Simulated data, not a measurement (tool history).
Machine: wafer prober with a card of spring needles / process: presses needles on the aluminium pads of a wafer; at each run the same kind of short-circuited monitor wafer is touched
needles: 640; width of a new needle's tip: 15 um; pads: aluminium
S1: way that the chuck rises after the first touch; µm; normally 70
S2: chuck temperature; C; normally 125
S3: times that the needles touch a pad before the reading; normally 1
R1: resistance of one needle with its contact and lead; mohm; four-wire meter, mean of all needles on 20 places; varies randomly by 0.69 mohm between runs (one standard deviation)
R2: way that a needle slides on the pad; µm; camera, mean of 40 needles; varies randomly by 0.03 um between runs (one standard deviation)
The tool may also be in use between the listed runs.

Run 1, hour 0.0: usual settings. Result: R1 281.8 mohm, R2 15.10 µm.
At hour 4.1: tips cleaned on abrasive film.
At hour 9.6: tips cleaned on abrasive film.
At hour 15.1: tips cleaned on abrasive film.
At hour 19.5: height of the first contact set anew.
At hour 22.3: tips cleaned on abrasive film.
Run 2, hour 26.5: usual settings. Result: R1 283.7 mohm, R2 15.46 µm.
At hour 28.0: tips cleaned on abrasive film.
At hour 34.8: tips cleaned on abrasive film.
At hour 41.7: tips cleaned on abrasive film.
Run 3, hour 44.7: usual settings. Result: R1 283.4 mohm, R2 15.48 µm.
At hour 47.5: tips cleaned on abrasive film.
At hour 53.0: tips cleaned on abrasive film.
At hour 59.9: tips cleaned on abrasive film.
At hour 66.7: tips cleaned on abrasive film.
Run 4, hour 69.9: usual settings. Result: R1 285.2 mohm, R2 15.42 µm.
At hour 72.7: tips cleaned on abrasive film.
At hour 78.2: tips cleaned on abrasive film.
At hour 83.7: tips cleaned on abrasive film.
At hour 90.4: tips cleaned on abrasive film.
Run 5, hour 94.1: usual settings. Result: R1 285.6 mohm, R2 15.30 µm.
At hour 96.9: tips cleaned on abrasive film.
At hour 103.6: tips cleaned on abrasive film.
Run 6, hour 107.4: usual settings. Result: R1 283.8 mohm, R2 15.34 µm.
At hour 110.2: tips cleaned on abrasive film.
At hour 115.7: tips cleaned on abrasive film.
At hour 122.5: tips cleaned on abrasive film.
At hour 129.3: tips cleaned on abrasive film.
At hour 134.8: tips cleaned on abrasive film.
Run 7, hour 138.0: usual settings. Result: R1 282.5 mohm, R2 15.17 µm.
At hour 140.8: tips cleaned on abrasive film.
At hour 147.5: tips cleaned on abrasive film.
At hour 154.2: tips cleaned on abrasive film.
At hour 155.7: tips cleaned on abrasive film, once more.
Run 8, hour 157.4: usual settings. Result: R1 282.6 mohm, R2 15.21 µm.
At hour 161.6: tips cleaned on abrasive film.
At hour 168.4: tips cleaned on abrasive film.
At hour 173.9: tips cleaned on abrasive film.
At hour 180.7: tips cleaned on abrasive film.
At hour 187.4: tips cleaned on abrasive film.
Run 9, hour 187.9: usual settings but S2 38 C. Result: R1 256.6 mohm, R2 15.17 µm.
At hour 193.3: tips cleaned on abrasive film.
At hour 200.1: tips cleaned on abrasive film.
At hour 205.6: tips cleaned on abrasive film.
Run 10, hour 209.7: usual settings but S1 90 µm. Result: R1 281.1 mohm, R2 19.56 µm.
At hour 211.1: tips cleaned on abrasive film.
At hour 217.9: tips cleaned on abrasive film.
At hour 223.4: tips cleaned on abrasive film.
At hour 228.9: tips cleaned on abrasive film.
At hour 229.2: height of the first contact set anew.
At hour 236.0: tips cleaned on abrasive film.
Run 11, hour 240.0: usual settings but S1 57 µm. Result: R1 291.2 mohm, R2 12.66 µm.
At hour 242.8: tips cleaned on abrasive film.
At hour 248.3: tips cleaned on abrasive film.
At hour 253.8: tips cleaned on abrasive film.
Run 12, hour 257.4: usual settings but S1 57 µm. Result: R1 287.8 mohm, R2 12.59 µm.
At hour 260.2: tips cleaned on abrasive film.
At hour 265.7: tips cleaned on abrasive film.
At hour 271.2: tips cleaned on abrasive film.
At hour 276.7: tips cleaned on abrasive film.
At hour 282.2: tips cleaned on abrasive film.
Run 13, hour 284.0: usual settings but S1 57 µm. Result: R1 286.6 mohm, R2 12.47 µm.
At hour 288.2: tips cleaned on abrasive film.
At hour 294.9: tips cleaned on abrasive film.
Run 14, hour 300.2: usual settings but S1 60 µm, S3 2. Result: R1 286.4 mohm, R2 13.09 µm.
At hour 301.5: tips cleaned on abrasive film.
At hour 307.0: tips cleaned on abrasive film.
At hour 313.8: tips cleaned on abrasive film.
At hour 320.6: tips cleaned on abrasive film.
At hour 326.1: tips cleaned on abrasive film.
Run 15, hour 329.8: usual settings but S1 88 µm, S2 25 C, S3 2. Result: R1 253.3 mohm, R2 19.27 µm.
At hour 332.6: tips cleaned on abrasive film.
At hour 339.4: tips cleaned on abrasive film.
At hour 344.9: tips cleaned on abrasive film.
At hour 351.4: tips cleaned on abrasive film.
Run 16, hour 351.4: usual settings but S1 88 µm, S2 25 C, S3 2. Result: R1 251.0 mohm, R2 19.31 µm.
At hour 356.9: tips cleaned on abrasive film.
At hour 363.8: tips cleaned on abrasive film.
At hour 370.6: tips cleaned on abrasive film.
At hour 376.1: tips cleaned on abrasive film.
Run 17, hour 379.0: usual settings but S1 54 µm, S3 3. Result: R1 285.7 mohm, R2 11.61 µm.
At hour 381.8: tips cleaned on abrasive film.
At hour 388.7: tips cleaned on abrasive film.
At hour 394.4: tips cleaned on abrasive film.
Run 18, hour 394.4: usual settings but S1 54 µm, S3 3. Result: R1 284.2 mohm, R2 11.59 µm.
At hour 401.3: tips cleaned on abrasive film.
At hour 407.2: tips cleaned on abrasive film.
Run 19, hour 407.2: usual settings but S1 54 µm, S3 3. Result: R1 284.0 mohm, R2 11.52 µm.
At hour 414.0: tips cleaned on abrasive film.
At hour 419.5: tips cleaned on abrasive film.
Run 20, hour 422.4: usual settings but S1 67 µm, S2 124 C. Result: R1 284.7 mohm, R2 14.45 µm.
At hour 425.2: tips cleaned on abrasive film.
At hour 432.0: tips cleaned on abrasive film.
At hour 437.5: tips cleaned on abrasive film.
At hour 439.1: height of the first contact set anew.
At hour 444.6: tips cleaned on abrasive film.
At hour 451.4: tips cleaned on abrasive film.
Run 21, hour 451.6: usual settings but S2 108 C. Result: R1 276.7 mohm, R2 15.46 µm.
At hour 457.1: tips cleaned on abrasive film.
At hour 463.9: tips cleaned on abrasive film.
Run 22, hour 468.2: usual settings but S2 108 C. Result: R1 281.9 mohm, R2 15.46 µm.
At hour 469.6: tips cleaned on abrasive film.
At hour 475.1: tips cleaned on abrasive film.
At hour 480.6: tips cleaned on abrasive film.
Run 23, hour 485.5: usual settings but S1 60 µm, S2 61 C, S3 3. Result: R1 266.6 mohm, R2 13.17 µm.
At hour 486.9: tips cleaned on abrasive film.
At hour 493.7: tips cleaned on abrasive film.
At hour 500.4: tips cleaned on abrasive film.
Run 24, hour 501.6: usual settings but S1 60 µm, S2 61 C, S3 3. Result: R1 264.4 mohm, R2 13.15 µm.
At hour 507.1: tips cleaned on abrasive film.
At hour 512.6: tips cleaned on abrasive film.
At hour 519.4: tips cleaned on abrasive film.
At hour 524.9: tips cleaned on abrasive film.
Run 25, hour 525.9: usual settings but S1 52 µm, S2 75 C. Result: R1 274.5 mohm, R2 11.31 µm.

Each row is a separate what-if for the run after 25, all from the same tool condition, not one after another. Results?
At hour 531.4: tips cleaned on abrasive film.
At hour 536.9: tips cleaned on abrasive film.
At hour 542.4: tips cleaned on abrasive film.
Run A, hour 543.9: usual settings but S1 69 µm, S2 41 C, S3 2. Result: R1 ?, R2 ?.
At hour 531.4: tips cleaned on abrasive film.
At hour 536.9: tips cleaned on abrasive film.
At hour 542.4: tips cleaned on abrasive film.
Run B, hour 543.9: usual settings but S3 2. Result: R1 ?, R2 ?.
At hour 531.4: tips cleaned on abrasive film.
At hour 536.9: tips cleaned on abrasive film.
At hour 542.4: tips cleaned on abrasive film.
Run C, hour 543.9: usual settings. Result: R1 ?, R2 ?.
At hour 531.4: tips cleaned on abrasive film.
At hour 536.9: tips cleaned on abrasive film.
At hour 542.4: tips cleaned on abrasive film.
Run D, hour 543.9: usual settings but S1 57 µm, S2 42 C. Result: R1 ?, R2 ?.

run     R1     R2
  A  259.8  15.06
  B  281.8  15.29
  C  281.9  15.28
  D  264.6  12.40
Take away the tool's hidden state, keep each run's random variation, and the runs would have read:
run     R1     R2
  A  256.8  15.28
  B  279.3  15.52
  C  278.4  15.50
  D  258.9  12.63

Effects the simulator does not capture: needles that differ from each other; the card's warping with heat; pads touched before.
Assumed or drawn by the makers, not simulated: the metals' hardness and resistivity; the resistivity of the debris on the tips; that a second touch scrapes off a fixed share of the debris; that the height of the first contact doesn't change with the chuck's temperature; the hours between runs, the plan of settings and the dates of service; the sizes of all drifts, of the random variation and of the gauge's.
